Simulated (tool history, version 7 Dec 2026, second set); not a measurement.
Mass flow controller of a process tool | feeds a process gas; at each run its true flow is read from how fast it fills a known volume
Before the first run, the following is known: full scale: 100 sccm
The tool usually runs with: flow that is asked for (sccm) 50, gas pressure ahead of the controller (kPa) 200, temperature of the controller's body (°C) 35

run	hour	flow that is asked for (sccm)	gas pressure ahead of the controller (kPa)	temperature of the controller's body (°C)	true flow (%)
1	0	50	200	35	98.09
2	146.9	48	200	35	98.16
3	267.9	50	200	27	98.61
4	399.2	50	200	35	98.19
5	579.2	50	200	33	98.44
6	658.3	50	200	33	98.29
7	835.6	50	200	33	98.41
8	945.7	50	215	35	98.22
9	1040.1	50	215	35	98.52
10	1142.7	50	215	35	98.52
11	1226.1	50	270	30	98.86
12	1309.3	50	200	35	98.52
13	1421.4	50	200	35	98.51

Run 14, settings as shown, results not yet in. Your forecast:
14	1529.2	50	200	35	?

For run 14 the tool returned true flow (%) 98.48.
With no hidden state in the tool, this same run would have given true flow (%) 98.02.

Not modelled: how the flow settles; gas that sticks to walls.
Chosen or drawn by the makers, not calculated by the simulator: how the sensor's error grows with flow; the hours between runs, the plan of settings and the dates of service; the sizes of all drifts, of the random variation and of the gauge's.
